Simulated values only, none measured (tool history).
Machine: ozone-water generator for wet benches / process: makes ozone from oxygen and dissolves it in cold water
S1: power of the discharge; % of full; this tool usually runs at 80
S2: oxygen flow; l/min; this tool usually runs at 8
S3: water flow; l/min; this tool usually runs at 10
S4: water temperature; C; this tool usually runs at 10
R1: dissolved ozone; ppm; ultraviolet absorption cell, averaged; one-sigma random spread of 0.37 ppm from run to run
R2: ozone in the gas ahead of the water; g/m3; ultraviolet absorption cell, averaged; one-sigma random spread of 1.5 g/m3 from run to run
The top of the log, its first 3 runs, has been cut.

Run 4, day 10.946: usual settings. Result: R1 55.9 ppm, R2 267.2 g/m3.
Run 5, day 15.075: usual settings. Result: R1 57.5 ppm, R2 272 g/m3.
Run 6, day 18.008: usual settings. Result: R1 56.3 ppm, R2 269 g/m3.
Run 7, day 21.475: usual settings. Result: R1 56.4 ppm, R2 269.6 g/m3.
Run 8, day 24.821: usual settings. Result: R1 56.3 ppm, R2 268.3 g/m3.
Run 9, day 26.683: usual settings. Result: R1 56.1 ppm, R2 267.4 g/m3.
At day 27.142: contactor cleaned.
Run 10, day 29.108: usual settings. Result: R1 54.5 ppm, R2 264 g/m3.
Run 11, day 30.929: usual settings. Result: R1 54.9 ppm, R2 265.4 g/m3.
Run 12, day 35.1: usual settings. Result: R1 55 ppm, R2 264.6 g/m3.
Run 13, day 38.7: usual settings. Result: R1 55.1 ppm, R2 269.6 g/m3.
Run 14, day 40.9: usual settings. Result: R1 54.8 ppm, R2 264.9 g/m3.
Run 15, day 44.996: usual settings. Result: R1 55 ppm, R2 264.7 g/m3.
Run 16, day 48.142: usual settings. Result: R1 55.1 ppm, R2 264 g/m3.
At day 48.846: contactor cleaned, once more.
Run 17, day 52.229: usual settings. Result: R1 58.2 ppm, R2 265.2 g/m3.
Run 18, day 54.388: usual settings but S2 5.48 l/min. Result: R1 63.3 ppm, R2 334.6 g/m3.
Run 19, day 56.358: usual settings but S3 6 l/min. Result: R1 74.8 ppm, R2 264.3 g/m3.
Run 20, day 59.929: usual settings but S3 6 l/min. Result: R1 74.9 ppm, R2 265.8 g/m3.
Run 21, day 63.617: usual settings but S3 9 l/min. Result: R1 61.9 ppm, R2 265.6 g/m3.

Estimate the outcome of run 22 from the log above:
Run 22, day 67.742: usual settings but S2 4.78 l/min, S3 8 l/min. Result: R1 ?, R2 ?.

R1: 74.5 ppm
R2: 362.3 g/m3
On a tool with no hidden condition, and with the same random variation, this run would have come out at R1 77.5 ppm, R2 375.2 g/m3.
